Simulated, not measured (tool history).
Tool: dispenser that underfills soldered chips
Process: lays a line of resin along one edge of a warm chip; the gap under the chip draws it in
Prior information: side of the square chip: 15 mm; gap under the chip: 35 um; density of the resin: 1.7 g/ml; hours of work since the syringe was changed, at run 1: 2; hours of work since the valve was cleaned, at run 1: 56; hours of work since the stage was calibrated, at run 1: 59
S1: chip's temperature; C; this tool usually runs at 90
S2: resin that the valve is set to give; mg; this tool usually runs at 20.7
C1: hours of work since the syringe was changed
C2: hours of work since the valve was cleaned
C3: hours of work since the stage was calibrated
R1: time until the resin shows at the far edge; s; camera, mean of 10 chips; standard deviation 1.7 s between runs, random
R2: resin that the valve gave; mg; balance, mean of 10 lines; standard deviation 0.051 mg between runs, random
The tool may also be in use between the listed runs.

run 1 hour=0 | S1=90 S2=20.7 | C1=2 C2=56 C3=59 | R1=193.5 R2=20.31
-- hour=7.1 new syringe of resin
run 2 hour=11.3 | S1=90 S2=20.7 | C1=3 C2=63 C3=66 | R1=196.8 R2=20.29
-- hour=17.5 new syringe of resin
-- hour=19.8 dispensing valve cleaned and set on the balance
run 3 hour=22.5 | S1=90 S2=20.7 | C1=2 C2=2 C3=72 | R1=208.2 R2=20.62
-- hour=29.2 new syringe of resin
run 4 hour=29.2 | S1=90 S2=20.7 | C1=0 C2=6 C3=76 | R1=165.9 R2=20.66
run 5 hour=37.9 | S1=90 S2=20.7 | C1=5 C2=11 C3=81 | R1=255.3 R2=20.57
-- hour=39.2 new syringe of resin
run 6 hour=46.3 | S1=94 S2=20.7 | C1=4 C2=16 C3=86 | R1=205.7 R2=20.5
-- hour=49.7 new syringe of resin
run 7 hour=53.2 | S1=90 S2=21.3 | C1=2 C2=20 C3=90 | R1=199.7 R2=21.19
-- hour=59.9 new syringe of resin
run 8 hour=61.6 | S1=100 S2=21.3 | C1=1 C2=25 C3=95 | R1=128 R2=21.16
run 9 hour=68.2 | S1=100 S2=21.3 | C1=5 C2=29 C3=99 | R1=179.4 R2=21.11
-- hour=70.3 new syringe of resin
run 10 hour=79.2 | S1=100 S2=21.3 | C1=5 C2=36 C3=106 | R1=185.5 R2=21.01
-- hour=80.6 new syringe of resin
run 11 hour=90.1 | S1=90 S2=20.8 | C1=6 C2=42 C3=113 | R1=260.2 R2=20.53
-- hour=91.1 new syringe of resin
run 12 hour=95.3 | S1=88 S2=25.4 | C1=3 C2=45 C3=116 | R1=222.5 R2=25.07
-- hour=101.4 new syringe of resin
run 13 hour=107.6 | S1=101 S2=21.6 | C1=4 C2=52 C3=123 | R1=158.6 R2=21.21
-- hour=111.7 new syringe of resin
run 14 hour=116.2 | S1=101 S2=21.6 | C1=3 C2=58 C3=128 | R1=145.2 R2=21.14
-- hour=121.8 new syringe of resin
run 15 hour=125 | S1=90 S2=19.2 | C1=2 C2=63 C3=133 | R1=198.4 R2=18.71
run 16 hour=131.4 | S1=76 S2=17.9 | C1=6 C2=67 C3=137 | R1=453.1 R2=17.52
-- hour=132.4 new syringe of resin
-- hour=134.3 dispensing valve cleaned and set on the balance
run 17 hour=138.5 | S1=101 S2=20.7 | C1=3 C2=3 C3=141 | R1=151.3 R2=20.62
-- hour=143.6 new syringe of resin
run 18 hour=150.1 | S1=90 S2=20.7 | C1=4 C2=9 C3=148 | R1=226.6 R2=20.54
-- hour=153.5 new syringe of resin
run 19 hour=156 | S1=105 S2=19.2 | C1=2 C2=13 C3=151 | R1=119.3 R2=19.08

Forecast each of these 3 alternatives for the next run:
-- hour=164 new syringe of resin
run A hour=164.2 | S1=79 S2=18.9 | C1=0 C2=18 C3=156 | R1=? R2=?
-- hour=164 new syringe of resin
run B hour=164.2 | S1=93 S2=19.8 | C1=0 C2=18 C3=156 | R1=? R2=?
-- hour=164 new syringe of resin
run C hour=164.2 | S1=93 S2=23 | C1=0 C2=18 C3=156 | R1=? R2=?

run=A R1=251.7 R2=18.71
run=B R1=155.9 R2=19.62
run=C R1=152.9 R2=22.84
Without the tool's unlogged condition, the same runs would have read:
run=A R1=240.4 R2=18.89
run=B R1=149.2 R2=19.81
run=C R1=146.5 R2=23.06

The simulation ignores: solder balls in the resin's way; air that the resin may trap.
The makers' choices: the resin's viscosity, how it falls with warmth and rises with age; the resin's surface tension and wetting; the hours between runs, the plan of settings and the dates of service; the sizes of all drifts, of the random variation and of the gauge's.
